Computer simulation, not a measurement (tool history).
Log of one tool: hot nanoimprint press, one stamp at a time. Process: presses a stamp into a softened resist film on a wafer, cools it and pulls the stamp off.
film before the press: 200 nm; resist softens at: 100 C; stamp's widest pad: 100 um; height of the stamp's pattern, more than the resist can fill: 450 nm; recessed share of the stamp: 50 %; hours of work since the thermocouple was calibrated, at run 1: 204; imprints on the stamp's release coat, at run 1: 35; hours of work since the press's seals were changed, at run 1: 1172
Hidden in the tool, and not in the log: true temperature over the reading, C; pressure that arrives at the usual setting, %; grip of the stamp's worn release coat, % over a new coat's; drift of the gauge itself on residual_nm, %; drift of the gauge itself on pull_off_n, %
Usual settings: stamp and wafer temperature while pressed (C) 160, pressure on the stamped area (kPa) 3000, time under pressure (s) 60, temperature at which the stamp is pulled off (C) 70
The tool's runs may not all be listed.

| run | hour | stamp and wafer temperature while pressed (C) | pressure on the stamped area (kPa) | time under pressure (s) | temperature at which the stamp is pulled off (C) | hours of work since the thermocouple was calibrated | imprints on the stamp's release coat | hours of work since the press's seals were changed | resist left under the stamp's widest pad (Å) | greatest force while the stamp is pulled off (N) |
|---|---|---|---|---|---|---|---|---|---|---|
| 1 | 0.0 | 160 | 3000 | 60 | 70 | 204 | 35 | 1172 | 1139 | 99 |
| 2 | 49.7 | 160 | 3000 | 95 | 70 | 229 | 170 | 1197 | 993 | 101 |
| 3 | 89.2 | 154 | 3000 | 60 | 70 | 249 | 277 | 1217 | 1371 | 107 |
|  | 124.2 | plate thermocouple calibrated |
| 4 | 150.0 | 154 | 3000 | 60 | 70 | 13 | 435 | 1247 | 1383 | 111 |
|  | 194.6 | press's hydraulic seals changed and the load cell set to zero |
| 5 | 215.3 | 154 | 3000 | 60 | 70 | 42 | 590 | 11 | 1361 | 130 |
| 6 | 252.2 | 154 | 3000 | 60 | 70 | 61 | 691 | 29 | 1356 | 136 |
| 7 | 284.5 | 154 | 3000 | 60 | 70 | 77 | 778 | 46 | 1360 | 133 |
| 8 | 321.4 | 160 | 3000 | 60 | 70 | 96 | 879 | 64 | 1132 | 137 |
| 9 | 354.5 | 160 | 3000 | 60 | 70 | 113 | 969 | 81 | 1124 | 148 |
| 10 | 391.5 | 160 | 3000 | 60 | 70 | 132 | 1069 | 100 | 1125 | 146 |
|  | 410.0 | stamp cleaned and given a new release coat |
| 11 | 425.3 | 160 | 3000 | 60 | 70 | 146 | 42 | 114 | 1125 | 102 |
| 12 | 449.7 | 160 | 3000 | 60 | 70 | 158 | 108 | 127 | 1127 | 103 |
| 13 | 489.1 | 160 | 3000 | 60 | 70 | 178 | 215 | 147 | 1129 | 104 |
| 14 | 533.4 | 160 | 3000 | 60 | 70 | 201 | 335 | 169 | 1127 | 110 |
| 15 | 565.4 | 160 | 3000 | 64 | 70 | 217 | 423 | 185 | 1102 | 117 |
| 16 | 610.2 | 154 | 3870 | 60 | 64 | 240 | 544 | 208 | 1205 | 143 |
| 17 | 640.3 | 154 | 3100 | 65 | 64 | 255 | 626 | 223 | 1300 | 144 |
|  | 661.0 | plate thermocouple calibrated |
| 18 | 699.9 | 154 | 3100 | 65 | 64 | 20 | 780 | 252 | 1322 | 161 |
| 19 | 735.2 | 160 | 3000 | 41 | 70 | 38 | 876 | 270 | 1267 | 139 |
| 20 | 769.4 | 170 | 3000 | 60 | 70 | 55 | 969 | 288 | 836 | 142 |
| 21 | 817.4 | 170 | 3000 | 60 | 70 | 79 | 1099 | 312 | 835 | 151 |
|  | 828.5 | stamp cleaned and given a new release coat |
| 22 | 872.6 | 171 | 3560 | 106 | 70 | 105 | 120 | 337 | 601 | 102 |
| 23 | 911.1 | 160 | 1840 | 60 | 71 | 124 | 225 | 357 | 1409 | 104 |
| 24 | 945.5 | 160 | 1840 | 60 | 71 | 142 | 318 | 374 | 1409 | 109 |
| 25 | 991.1 | 160 | 1840 | 60 | 71 | 165 | 442 | 397 | 1414 | 119 |
| 26 | 1034.4 | 160 | 1840 | 60 | 71 | 187 | 560 | 419 | 1414 | 115 |
| 27 | 1079.6 | 160 | 1840 | 60 | 71 | 210 | 683 | 442 | 1411 | 125 |
| 28 | 1118.5 | 160 | 1840 | 60 | 71 | 229 | 788 | 462 | 1397 | 129 |
| 29 | 1154.2 | 163 | 3000 | 60 | 56 | 248 | 886 | 480 | 1031 | 192 |

4 ways to go on from here, each from the tool as it stands after run 29. What would each give?
|  | 1191.9 | plate thermocouple calibrated |
| A | 1194.5 | 160 | 3000 | 43 | 70 | 1 | 987 | 499 | ? | ? |
|  | 1191.9 | plate thermocouple calibrated |
| B | 1194.5 | 162 | 3000 | 60 | 63 | 1 | 987 | 499 | ? | ? |
|  | 1191.9 | plate thermocouple calibrated |
| C | 1194.5 | 153 | 3000 | 60 | 67 | 1 | 987 | 499 | ? | ? |
|  | 1191.9 | plate thermocouple calibrated |
| D | 1194.5 | 158 | 4320 | 60 | 72 | 1 | 987 | 499 | ? | ? |

| run | resist left under the stamp's widest pad (Å) | greatest force while the stamp is pulled off (N) |
|---|---|---|
| A | 1250 | 142 |
| B | 1078 | 177 |
| C | 1407 | 150 |
| D | 1011 | 136 |
Without the tool's hidden state the same runs would have given:
| run | resist left under the stamp's widest pad (Å) | greatest force while the stamp is pulled off (N) |
|---|---|---|
| A | 1249 | 96 |
| B | 1076 | 121 |
| C | 1406 | 102 |
| D | 1007 | 93 |

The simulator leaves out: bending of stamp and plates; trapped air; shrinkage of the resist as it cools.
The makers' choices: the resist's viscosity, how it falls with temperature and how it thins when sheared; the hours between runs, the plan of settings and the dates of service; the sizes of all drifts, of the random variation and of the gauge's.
